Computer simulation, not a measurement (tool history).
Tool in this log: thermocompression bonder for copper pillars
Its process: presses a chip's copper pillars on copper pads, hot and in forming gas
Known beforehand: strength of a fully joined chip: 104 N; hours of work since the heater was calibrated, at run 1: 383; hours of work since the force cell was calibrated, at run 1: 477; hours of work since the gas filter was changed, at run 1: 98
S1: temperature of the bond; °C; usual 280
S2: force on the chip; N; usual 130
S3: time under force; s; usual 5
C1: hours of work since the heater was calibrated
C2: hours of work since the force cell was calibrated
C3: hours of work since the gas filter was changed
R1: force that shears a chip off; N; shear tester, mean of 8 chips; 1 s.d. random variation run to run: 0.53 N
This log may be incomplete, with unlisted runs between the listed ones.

run 1 hour=0.0 | S1=280 S2=130 S3=5 | C1=383 C2=477 C3=98 | R1=40.1
run 2 hour=25.5 | S1=280 S2=130 S3=5 | C1=400 C2=495 C3=115 | R1=39.4
-- hour=30.4 forming gas filter changed
run 3 hour=49.0 | S1=280 S2=130 S3=5 | C1=416 C2=510 C3=13 | R1=42.6
run 4 hour=69.0 | S1=280 S2=130 S3=5 | C1=430 C2=524 C3=26 | R1=41.9
run 5 hour=80.8 | S1=280 S2=130 S3=3 | C1=438 C2=532 C3=34 | R1=34.1
run 6 hour=99.0 | S1=280 S2=130 S3=5 | C1=450 C2=544 C3=47 | R1=41.7
run 7 hour=122.0 | S1=292 S2=130 S3=5 | C1=466 C2=560 C3=63 | R1=46.5
run 8 hour=148.5 | S1=280 S2=130 S3=5 | C1=484 C2=578 C3=81 | R1=40.3
run 9 hour=172.5 | S1=280 S2=130 S3=4 | C1=500 C2=595 C3=97 | R1=35.9
run 10 hour=189.4 | S1=280 S2=130 S3=5 | C1=512 C2=606 C3=109 | R1=39.7
-- hour=196.9 heater calibrated with a thermocouple chip
-- hour=204.6 forming gas filter changed
run 11 hour=219.2 | S1=280 S2=130 S3=5 | C1=15 C2=625 C3=10 | R1=44.9
run 12 hour=241.1 | S1=280 S2=130 S3=5 | C1=30 C2=640 C3=25 | R1=44.4
run 13 hour=258.1 | S1=280 S2=130 S3=5 | C1=41 C2=651 C3=37 | R1=43.7
run 14 hour=276.4 | S1=303 S2=123 S3=5 | C1=54 C2=664 C3=49 | R1=57.3
run 15 hour=297.0 | S1=303 S2=123 S3=5 | C1=68 C2=678 C3=63 | R1=54.8
run 16 hour=311.4 | S1=279 S2=123 S3=10 | C1=78 C2=688 C3=73 | R1=51.4
run 17 hour=322.9 | S1=257 S2=136 S3=13 | C1=86 C2=696 C3=81 | R1=44.3
run 18 hour=335.1 | S1=257 S2=104 S3=8 | C1=94 C2=704 C3=89 | R1=31.7
run 19 hour=361.6 | S1=273 S2=89 S3=8 | C1=112 C2=722 C3=107 | R1=35.4
run 20 hour=375.9 | S1=273 S2=89 S3=8 | C1=122 C2=732 C3=117 | R1=36.3
-- hour=377.6 forming gas filter changed
run 21 hour=391.3 | S1=280 S2=174 S3=5 | C1=132 C2=742 C3=9 | R1=51.0
run 22 hour=404.0 | S1=261 S2=100 S3=5 | C1=141 C2=751 C3=18 | R1=28.8
run 23 hour=426.2 | S1=286 S2=117 S3=5 | C1=156 C2=766 C3=33 | R1=44.6
run 24 hour=441.9 | S1=286 S2=117 S3=5 | C1=167 C2=777 C3=44 | R1=43.8

5 ways to go on from here, each from the tool as it stands after run 24. What would each give?
run A hour=458.1 | S1=301 S2=184 S3=3 | C1=178 C2=788 C3=55 | R1=?
run B hour=458.1 | S1=286 S2=118 S3=7 | C1=178 C2=788 C3=55 | R1=?
run C hour=458.1 | S1=286 S2=106 S3=6 | C1=178 C2=788 C3=55 | R1=?
run D hour=458.1 | S1=293 S2=94 S3=5 | C1=178 C2=788 C3=55 | R1=?
run E hour=458.1 | S1=298 S2=165 S3=5 | C1=178 C2=788 C3=55 | R1=?

run=A R1=55.8
run=B R1=50.7
run=C R1=44.7
run=D R1=42.3
run=E R1=59.4
The same runs, with their run-to-run variation unchanged, on a tool lacking any hidden condition would have given:
run=A R1=59.8
run=B R1=54.5
run=C R1=48.1
run=D R1=45.6
run=E R1=63.6
